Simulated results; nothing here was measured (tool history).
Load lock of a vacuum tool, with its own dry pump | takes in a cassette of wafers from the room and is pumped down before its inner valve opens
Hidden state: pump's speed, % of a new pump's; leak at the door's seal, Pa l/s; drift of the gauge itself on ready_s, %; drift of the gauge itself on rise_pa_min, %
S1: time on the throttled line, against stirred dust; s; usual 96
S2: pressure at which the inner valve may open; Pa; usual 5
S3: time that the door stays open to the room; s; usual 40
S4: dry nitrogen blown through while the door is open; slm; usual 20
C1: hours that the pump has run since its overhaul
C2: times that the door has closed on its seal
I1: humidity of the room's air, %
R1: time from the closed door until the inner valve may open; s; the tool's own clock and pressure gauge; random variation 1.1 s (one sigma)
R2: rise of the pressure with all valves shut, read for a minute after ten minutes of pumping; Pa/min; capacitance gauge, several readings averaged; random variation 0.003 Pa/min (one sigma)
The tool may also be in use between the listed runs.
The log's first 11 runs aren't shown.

run,hour,S1,S2,S3,S4,C1,C2,I1,R1,R2
12,810.6,96,5,40,20,2036,20716,46.6,185.3,0.086
13,878.7,96,5,40,20,2104,20976,45.2,187.0,0.094
14,941.1,96,5,134,20,2166,21214,43.5,190.2,0.105
15,1024.2,96,5,134,20,2249,21531,44.3,186.9,0.106
16,1093.5,96,5,134,20,2318,21795,43.9,188.0,0.108
17,1151.4,96,5,134,20,2376,22017,47.0,187.0,0.112
18,1235.1,96,5,40,20,2460,22336,44.4,187.9,0.095
19,1291.2,96,6,40,6,2516,22550,49.1,186.9,0.107
20,1389.4,96,6,40,6,2614,22925,45.2,183.8,0.105
21,1446.8,96,6,40,6,2672,23144,49.0,183.1,0.115
22,1547.6,96,6,94,4,2773,23529,44.6,188.4,0.125
23,1592.8,96,6,94,10,2818,23701,47.3,184.8,0.121
24,1687.0,112,6,232,4,2912,24061,45.2,199.3,0.143
25,1733.7,111,6,232,9,2959,24239,44.9,198.6,0.144
26,1790.7,108,5,26,20,3016,24457,43.3,198.0,0.111
27,1853.3,108,9,26,18,3078,24696,46.2,191.1,0.113
28,1908.2,48,9,102,18,3133,24905,44.9,148.3,0.119
29,1953.5,48,9,102,18,3178,25078,45.3,146.7,0.130
30,1999.5,96,6,101,15,3224,25254,42.0,186.0,0.125
31,2092.0,96,6,101,15,3317,25607,44.6,187.5,0.129
32,2140.8,56,5,40,6,3366,25793,44.2,159.8,0.126

Forecast run 33:
33,2184.2,56,5,40,6,3409,25959,45.6,?,?

{"run 33": {"R1": 161.7, "R2": 0.126}}
Without the tool's hidden state the same run would have given R1 153.9 s, R2 0.020 Pa/min.

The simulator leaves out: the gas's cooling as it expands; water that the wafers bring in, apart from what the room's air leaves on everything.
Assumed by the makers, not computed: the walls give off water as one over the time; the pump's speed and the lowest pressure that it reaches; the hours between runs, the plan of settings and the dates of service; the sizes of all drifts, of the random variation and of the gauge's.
